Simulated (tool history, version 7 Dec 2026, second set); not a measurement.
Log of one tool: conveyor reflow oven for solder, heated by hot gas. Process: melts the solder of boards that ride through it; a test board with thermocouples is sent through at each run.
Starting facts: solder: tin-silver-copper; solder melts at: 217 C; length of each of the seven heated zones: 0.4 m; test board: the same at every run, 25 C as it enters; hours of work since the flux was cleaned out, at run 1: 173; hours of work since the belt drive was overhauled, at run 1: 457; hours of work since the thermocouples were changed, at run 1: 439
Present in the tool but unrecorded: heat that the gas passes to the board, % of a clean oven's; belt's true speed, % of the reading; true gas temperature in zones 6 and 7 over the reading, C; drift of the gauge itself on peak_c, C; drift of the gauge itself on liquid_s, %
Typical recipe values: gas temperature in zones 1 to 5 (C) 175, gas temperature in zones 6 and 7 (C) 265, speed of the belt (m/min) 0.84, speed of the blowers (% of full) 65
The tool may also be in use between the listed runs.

| run | hour | gas temperature in zones 1 to 5 (C) | gas temperature in zones 6 and 7 (C) | speed of the belt (m/min) | speed of the blowers (% of full) | hours of work since the flux was cleaned out | hours of work since the belt drive was overhauled | hours of work since the thermocouples were changed | highest temperature of the board (C) | time above the solder's melting point (s) |
|---|---|---|---|---|---|---|---|---|---|---|
| 1 | 0 | 175 | 265 | 0.84 | 65 | 173 | 457 | 439 | 252.2 | 43.8 |
| 2 | 22.3 | 175 | 265 | 0.84 | 65 | 186 | 470 | 452 | 252.2 | 44.2 |
| 3 | 35.2 | 169 | 265 | 0.84 | 65 | 193 | 477 | 460 | 251.6 | 41.6 |
|  | 41.5 | flux residue cleaned out of gas plates and filters |
| 4 | 49.5 | 175 | 265 | 0.84 | 65 | 5 | 483 | 465 | 252.9 | 44.2 |
| 5 | 60.1 | 175 | 265 | 0.84 | 65 | 11 | 489 | 471 | 253.3 | 44.3 |
| 6 | 74.8 | 175 | 265 | 0.84 | 65 | 19 | 497 | 480 | 253.5 | 44.5 |
| 7 | 85.4 | 175 | 265 | 0.84 | 65 | 25 | 503 | 486 | 253.2 | 44.3 |
| 8 | 104 | 175 | 265 | 0.84 | 65 | 36 | 514 | 496 | 253 | 44.3 |
| 9 | 126 | 175 | 258 | 0.84 | 65 | 49 | 527 | 509 | 246.8 | 40.8 |
| 10 | 146.8 | 175 | 258 | 0.84 | 65 | 61 | 539 | 521 | 247.1 | 40.9 |
| 11 | 159.1 | 167 | 265 | 0.84 | 65 | 68 | 546 | 528 | 251.8 | 41.7 |
| 12 | 178.6 | 175 | 265 | 0.84 | 65 | 79 | 557 | 539 | 253.1 | 44.3 |
| 13 | 192.5 | 175 | 265 | 0.84 | 65 | 87 | 565 | 547 | 252.8 | 44.6 |
| 14 | 207.4 | 171 | 269 | 0.859 | 65 | 96 | 574 | 556 | 255.4 | 43 |
| 15 | 228.6 | 168 | 265 | 0.84 | 82 | 108 | 586 | 568 | 254.3 | 43.6 |
| 16 | 248.5 | 175 | 265 | 0.853 | 71 | 119 | 597 | 580 | 253.2 | 44 |
| 17 | 262.5 | 175 | 265 | 0.853 | 71 | 127 | 605 | 588 | 253.5 | 43.7 |
| 18 | 282.7 | 185 | 265 | 0.889 | 65 | 139 | 617 | 599 | 253 | 44.5 |
| 19 | 304.8 | 175 | 256 | 0.84 | 65 | 152 | 630 | 612 | 244.8 | 39.6 |
| 20 | 322.7 | 179 | 255 | 0.84 | 65 | 162 | 640 | 622 | 244.5 | 40.6 |
| 21 | 341.5 | 179 | 255 | 0.84 | 65 | 173 | 651 | 633 | 244.8 | 40.5 |
| 22 | 356.3 | 174 | 253 | 0.84 | 65 | 181 | 659 | 642 | 242.1 | 37.8 |
| 23 | 371.7 | 175 | 274 | 0.892 | 74 | 190 | 668 | 650 | 260.5 | 44.5 |
|  | 383.6 | flux residue cleaned out of gas plates and filters |
| 24 | 388.5 | 182 | 274 | 0.892 | 74 | 3 | 675 | 657 | 262.1 | 47.2 |
| 25 | 404.9 | 182 | 274 | 0.891 | 84 | 12 | 684 | 667 | 263.8 | 48.1 |

A few steps of highest temperature of the board (C) between consecutive runs. Split each: what settings, incoming material and random variation would produce without the hidden state, and what is left over for the hidden state, along with gauge scatter present in only one of the two compared results (measured, and without hidden state):
Run 3 -> 4: gas temperature in zones 1 to 5 (C) 169 -> 175, flux residue cleaned out of gas plates and filters. highest temperature of the board (C) +1.3: hidden state +0.9, all else +0.4.
Run 18 -> 19: gas temperature in zones 1 to 5 (C) 185 -> 175, gas temperature in zones 6 and 7 (C) 265 -> 256, speed of the belt (m/min) 0.889 -> 0.84. highest temperature of the board (C) -8.2: hidden state +0, all else -8.2.
Run 22 -> 23: gas temperature in zones 1 to 5 (C) 174 -> 175, gas temperature in zones 6 and 7 (C) 253 -> 274, speed of the belt (m/min) 0.84 -> 0.892, speed of the blowers (% of full) 65 -> 74. highest temperature of the board (C) +18.4: hidden state -0.2, all else +18.6.
Run 23 -> 24: gas temperature in zones 1 to 5 (C) 175 -> 182, flux residue cleaned out of gas plates and filters. highest temperature of the board (C) +1.6: hidden state +0.8, all else +0.8.
